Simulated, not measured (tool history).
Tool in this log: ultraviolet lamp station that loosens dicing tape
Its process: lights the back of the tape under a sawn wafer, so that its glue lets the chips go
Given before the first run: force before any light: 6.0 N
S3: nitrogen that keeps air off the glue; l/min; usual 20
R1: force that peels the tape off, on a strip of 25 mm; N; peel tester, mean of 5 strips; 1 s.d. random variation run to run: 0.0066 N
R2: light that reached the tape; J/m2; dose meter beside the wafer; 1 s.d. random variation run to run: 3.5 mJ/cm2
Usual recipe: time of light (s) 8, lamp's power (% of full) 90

{"run": 1, "hour": 0.0, "time of light (s)": 8, "lamp's power (% of full)": 90, "S3": 20, "R1": 0.405, "R2": 4360}
{"run": 2, "hour": 24.6, "time of light (s)": 8, "lamp's power (% of full)": 90, "S3": 20, "R1": 0.403, "R2": 4330}
{"run": 3, "hour": 47.5, "time of light (s)": 8, "lamp's power (% of full)": 90, "S3": 20, "R1": 0.435, "R2": 4250}
{"run": 4, "hour": 77.7, "time of light (s)": 8, "lamp's power (% of full)": 90, "S3": 10, "R1": 0.705, "R2": 4210}
{"run": 5, "hour": 97.5, "time of light (s)": 8, "lamp's power (% of full)": 90, "S3": 10, "R1": 0.728, "R2": 4080}
{"run": 6, "hour": 131.0, "time of light (s)": 8, "lamp's power (% of full)": 90, "S3": 26, "R1": 0.372, "R2": 4060}
{"run": 7, "hour": 160.7, "time of light (s)": 14, "lamp's power (% of full)": 90, "S3": 20, "R1": 0.137, "R2": 7070}
{"hour": 173.4, "done": "window cleaned of glue's vapour"}
{"run": 8, "hour": 193.5, "time of light (s)": 14, "lamp's power (% of full)": 90, "S3": 20, "R1": 0.173, "R2": 6430}
{"run": 9, "hour": 225.6, "time of light (s)": 14, "lamp's power (% of full)": 90, "S3": 20, "R1": 0.181, "R2": 6370}
{"hour": 259.2, "done": "window cleaned of glue's vapour, once more"}
{"run": 10, "hour": 263.0, "time of light (s)": 14, "lamp's power (% of full)": 90, "S3": 20, "R1": 0.126, "R2": 8500}
{"run": 11, "hour": 301.2, "time of light (s)": 8, "lamp's power (% of full)": 90, "S3": 20, "R1": 0.313, "R2": 4860}
{"run": 12, "hour": 331.5, "time of light (s)": 8, "lamp's power (% of full)": 90, "S3": 20, "R1": 0.326, "R2": 4710}
{"run": 13, "hour": 371.2, "time of light (s)": 8, "lamp's power (% of full)": 90, "S3": 20, "R1": 0.33, "R2": 4590}
{"run": 14, "hour": 406.7, "time of light (s)": 8, "lamp's power (% of full)": 90, "S3": 20, "R1": 0.354, "R2": 4620}
{"run": 15, "hour": 437.6, "time of light (s)": 8, "lamp's power (% of full)": 90, "S3": 20, "R1": 0.374, "R2": 4580}
{"run": 16, "hour": 474.9, "time of light (s)": 8, "lamp's power (% of full)": 90, "S3": 20, "R1": 0.358, "R2": 4480}
{"run": 17, "hour": 511.1, "time of light (s)": 8, "lamp's power (% of full)": 90, "S3": 20, "R1": 0.386, "R2": 4430}
{"run": 18, "hour": 545.5, "time of light (s)": 8, "lamp's power (% of full)": 90, "S3": 20, "R1": 0.393, "R2": 4410}
{"run": 19, "hour": 580.1, "time of light (s)": 8, "lamp's power (% of full)": 90, "S3": 20, "R1": 0.404, "R2": 4270}
{"run": 20, "hour": 609.7, "time of light (s)": 14, "lamp's power (% of full)": 90, "S3": 20, "R1": 0.131, "R2": 7470}
{"run": 21, "hour": 629.3, "time of light (s)": 14, "lamp's power (% of full)": 90, "S3": 20, "R1": 0.14, "R2": 7390}
{"run": 22, "hour": 663.1, "time of light (s)": 14, "lamp's power (% of full)": 90, "S3": 20, "R1": 0.131, "R2": 7190}
{"run": 23, "hour": 680.5, "time of light (s)": 14, "lamp's power (% of full)": 90, "S3": 20, "R1": 0.134, "R2": 7220}
{"run": 24, "hour": 719.5, "time of light (s)": 5, "lamp's power (% of full)": 61, "S3": 13, "R1": 2.282, "R2": 1690}
{"run": 25, "hour": 738.5, "time of light (s)": 5, "lamp's power (% of full)": 61, "S3": 20, "R1": 1.932, "R2": 1730}
{"run": 26, "hour": 761.2, "time of light (s)": 6, "lamp's power (% of full)": 82, "S3": 17, "R1": 1.129, "R2": 2720}
{"run": 27, "hour": 785.8, "time of light (s)": 12, "lamp's power (% of full)": 84, "S3": 7, "R1": 0.537, "R2": 5510}
{"run": 28, "hour": 814.3, "time of light (s)": 12, "lamp's power (% of full)": 90, "S3": 7, "R1": 0.468, "R2": 5860}
{"run": 29, "hour": 843.8, "time of light (s)": 5, "lamp's power (% of full)": 72, "S3": 19, "R1": 1.712, "R2": 1950}
{"run": 30, "hour": 865.0, "time of light (s)": 6, "lamp's power (% of full)": 91, "S3": 7, "R1": 1.618, "R2": 2870}
{"run": 31, "hour": 902.0, "time of light (s)": 12, "lamp's power (% of full)": 60, "S3": 26, "R1": 0.468, "R2": 3700}
{"run": 32, "hour": 926.2, "time of light (s)": 11, "lamp's power (% of full)": 74, "S3": 16, "R1": 0.502, "R2": 4240}
{"run": 33, "hour": 944.5, "time of light (s)": 11, "lamp's power (% of full)": 74, "S3": 16, "R1": 0.508, "R2": 4140}
{"run": 34, "hour": 962.6, "time of light (s)": 15, "lamp's power (% of full)": 84, "S3": 31, "R1": 0.136, "R2": 6390}
{"run": 35, "hour": 991.8, "time of light (s)": 15, "lamp's power (% of full)": 84, "S3": 31, "R1": 0.144, "R2": 6300}
{"run": 36, "hour": 1028.3, "time of light (s)": 12, "lamp's power (% of full)": 93, "S3": 35, "R1": 0.162, "R2": 5540}
{"run": 37, "hour": 1053.1, "time of light (s)": 9, "lamp's power (% of full)": 80, "S3": 13, "R1": 0.812, "R2": 3510}
{"hour": 1059.2, "done": "window cleaned of glue's vapour"}
{"run": 38, "hour": 1086.1, "time of light (s)": 5, "lamp's power (% of full)": 97, "S3": 9, "R1": 1.5, "R2": 2830}
{"run": 39, "hour": 1111.8, "time of light (s)": 5, "lamp's power (% of full)": 60, "S3": 12, "R1": 2.27, "R2": 1770}
{"run": 40, "hour": 1132.6, "time of light (s)": 5, "lamp's power (% of full)": 71, "S3": 13, "R1": 1.832, "R2": 1990}
{"run": 41, "hour": 1158.3, "time of light (s)": 13, "lamp's power (% of full)": 90, "S3": 8, "R1": 0.328, "R2": 6670}
{"run": 42, "hour": 1177.1, "time of light (s)": 13, "lamp's power (% of full)": 90, "S3": 8, "R1": 0.316, "R2": 6570}
{"run": 43, "hour": 1200.6, "time of light (s)": 13, "lamp's power (% of full)": 90, "S3": 7, "R1": 0.385, "R2": 6490}

Here are 4 independent what-if runs from the current tool condition. What would each one return?
{"run": "A", "hour": 1238.5, "time of light (s)": 13, "lamp's power (% of full)": 90, "S3": 39, "R1": "?", "R2": "?"}
{"run": "B", "hour": 1238.5, "time of light (s)": 13, "lamp's power (% of full)": 89, "S3": 10, "R1": "?", "R2": "?"}
{"run": "C", "hour": 1238.5, "time of light (s)": 13, "lamp's power (% of full)": 90, "S3": 6, "R1": "?", "R2": "?"}
{"run": "D", "hour": 1238.5, "time of light (s)": 8, "lamp's power (% of full)": 69, "S3": 20, "R1": "?", "R2": "?"}

run=A R1=0.125 R2=6450
run=B R1=0.306 R2=6350
run=C R1=0.419 R2=6440
run=D R1=0.859 R2=3020
Take away the tool's hidden state, keep each run's random variation, and the runs would have read:
run=A R1=0.098 R2=9420
run=B R1=0.150 R2=9280
run=C R1=0.179 R2=9410
run=D R1=0.392 R2=4400

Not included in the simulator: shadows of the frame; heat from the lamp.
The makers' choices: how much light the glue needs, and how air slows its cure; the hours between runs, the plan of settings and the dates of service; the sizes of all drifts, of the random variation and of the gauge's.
